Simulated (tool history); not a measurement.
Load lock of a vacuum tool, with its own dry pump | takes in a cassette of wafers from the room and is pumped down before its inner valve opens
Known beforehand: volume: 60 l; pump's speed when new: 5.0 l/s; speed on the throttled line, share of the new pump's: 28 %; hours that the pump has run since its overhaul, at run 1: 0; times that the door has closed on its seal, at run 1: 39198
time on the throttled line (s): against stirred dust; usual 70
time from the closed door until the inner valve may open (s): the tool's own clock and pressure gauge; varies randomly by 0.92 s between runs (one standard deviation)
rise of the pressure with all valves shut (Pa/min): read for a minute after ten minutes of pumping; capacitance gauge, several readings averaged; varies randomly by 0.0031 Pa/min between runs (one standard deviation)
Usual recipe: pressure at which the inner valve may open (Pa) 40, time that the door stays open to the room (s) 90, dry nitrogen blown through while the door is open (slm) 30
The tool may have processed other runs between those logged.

| run | day | time on the throttled line (s) | pressure at which the inner valve may open (Pa) | time that the door stays open to the room (s) | dry nitrogen blown through while the door is open (slm) | hours that the pump has run since its overhaul | times that the door has closed on its seal | incoming humidity of the room's air, % | time from the closed door until the inner valve may open (s) | rise of the pressure with all valves shut (Pa/min) |
|---|---|---|---|---|---|---|---|---|---|---|
| 1 | 0.000 | 70 | 40 | 90 | 30 | 0 | 39198 | 44.3 | 142.8 | 0.132 |
| 2 | 18.488 | 70 | 40 | 90 | 30 | 444 | 39938 | 41.8 | 145.6 | 0.140 |
| 3 | 30.296 | 70 | 40 | 30 | 30 | 727 | 40410 | 44.5 | 145.8 | 0.122 |
| 4 | 47.925 | 70 | 40 | 30 | 30 | 1150 | 41116 | 44.3 | 146.0 | 0.121 |
| 5 | 71.267 | 70 | 40 | 30 | 30 | 1710 | 42050 | 46.0 | 145.6 | 0.131 |
| 6 | 95.054 | 70 | 40 | 30 | 30 | 2281 | 43002 | 45.6 | 147.5 | 0.122 |
| 7 | 110.571 | 70 | 40 | 30 | 30 | 2654 | 43623 | 46.4 | 147.3 | 0.137 |
| 8 | 128.212 | 70 | 40 | 30 | 30 | 3077 | 44329 | 47.3 | 147.7 | 0.134 |
| 9 | 148.658 | 70 | 40 | 90 | 30 | 3568 | 45147 | 45.3 | 147.7 | 0.165 |
| 10 | 175.500 | 70 | 40 | 90 | 30 | 4212 | 46221 | 46.0 | 149.7 | 0.175 |
| 11 | 191.208 | 70 | 40 | 90 | 30 | 4589 | 46849 | 42.7 | 149.9 | 0.177 |
| 12 | 211.788 | 70 | 40 | 90 | 30 | 5083 | 47673 | 48.4 | 151.5 | 0.183 |
| 13 | 238.429 | 70 | 76 | 90 | 30 | 5722 | 48739 | 43.6 | 143.0 | 0.186 |
| 14 | 257.504 | 70 | 76 | 90 | 30 | 6180 | 49503 | 46.2 | 142.7 | 0.189 |
| 15 | 279.783 | 70 | 40 | 90 | 30 | 6715 | 50394 | 42.7 | 152.3 | 0.186 |
| 16 | 300.038 | 70 | 40 | 90 | 30 | 7201 | 51204 | 42.3 | 151.9 | 0.186 |
| 17 | 322.529 | 70 | 74 | 90 | 30 | 7741 | 52105 | 42.6 | 144.1 | 0.200 |
| 18 | 341.000 | 70 | 74 | 90 | 30 | 8184 | 52844 | 44.0 | 148.3 | 0.199 |
| 19 | 357.562 | 115 | 41 | 90 | 30 | 8582 | 53507 | 42.1 | 185.8 | 0.203 |
| 20 | 383.367 | 73 | 52 | 72 | 30 | 9201 | 54539 | 46.7 | 155.0 | 0.203 |
| 21 | 400.408 | 73 | 52 | 72 | 30 | 9610 | 55221 | 47.1 | 154.1 | 0.214 |
| 22 | 419.104 | 73 | 52 | 72 | 30 | 10058 | 55969 | 42.8 | 156.5 | 0.214 |
|  | 438.742 | dry pump taken out, an overhauled one fitted |
| 23 | 443.521 | 57 | 40 | 90 | 7 | 115 | 56936 | 45.6 | 135.2 | 0.252 |
| 24 | 466.446 | 57 | 40 | 90 | 7 | 665 | 57854 | 42.6 | 135.1 | 0.258 |
| 25 | 491.342 | 57 | 48 | 90 | 21 | 1262 | 58850 | 45.6 | 133.7 | 0.243 |
|  | 503.712 | door's seal changed, seat wiped |
| 26 | 511.812 | 127 | 40 | 235 | 30 | 1752 | 324 | 46.3 | 184.3 | 0.105 |
| 27 | 534.325 | 84 | 40 | 90 | 19 | 2292 | 1225 | 44.8 | 156.5 | 0.063 |
| 28 | 545.592 | 84 | 40 | 90 | 19 | 2563 | 1675 | 45.5 | 158.1 | 0.071 |
| 29 | 566.867 | 84 | 40 | 90 | 19 | 3073 | 2527 | 49.3 | 157.2 | 0.080 |
| 30 | 585.975 | 84 | 40 | 90 | 19 | 3532 | 3291 | 42.8 | 157.1 | 0.072 |
| 31 | 602.654 | 84 | 70 | 75 | 19 | 3932 | 3959 | 44.8 | 150.8 | 0.064 |
| 32 | 618.758 | 70 | 40 | 113 | 30 | 4319 | 4603 | 45.7 | 148.5 | 0.073 |
| 33 | 638.550 | 70 | 38 | 113 | 30 | 4794 | 5395 | 46.5 | 149.7 | 0.077 |
| 34 | 662.954 | 48 | 45 | 113 | 30 | 5380 | 6372 | 46.3 | 132.9 | 0.081 |
| 35 | 683.146 | 48 | 45 | 113 | 30 | 5864 | 7180 | 46.3 | 134.5 | 0.078 |
| 36 | 705.404 | 72 | 33 | 100 | 35 | 6398 | 8071 | 41.7 | 156.0 | 0.061 |

Alternative continuations, all from the tool just after run 36; predict every row:
| A | 727.846 | 101 | 56 | 90 | 34 | 6937 | 8969 | 48.4 | ? | ? |
| B | 727.846 | 115 | 33 | 45 | 14 | 6937 | 8969 | 45.1 | ? | ? |
| C | 727.846 | 70 | 56 | 29 | 30 | 6937 | 8969 | 46.2 | ? | ? |
| D | 727.846 | 49 | 40 | 164 | 9 | 6937 | 8969 | 45.8 | ? | ? |

| run | time from the closed door until the inner valve may open (s) | rise of the pressure with all valves shut (Pa/min) |
|---|---|---|
| A | 170.1 | 0.066 |
| B | 187.2 | 0.056 |
| C | 150.1 | 0.039 |
| D | 138.7 | 0.130 |
What these runs would have given with no unlogged condition in the tool:
| run | time from the closed door until the inner valve may open (s) | rise of the pressure with all valves shut (Pa/min) |
|---|---|---|
| A | 163.7 | 0.054 |
| B | 180.5 | 0.043 |
| C | 142.7 | 0.026 |
| D | 130.3 | 0.118 |
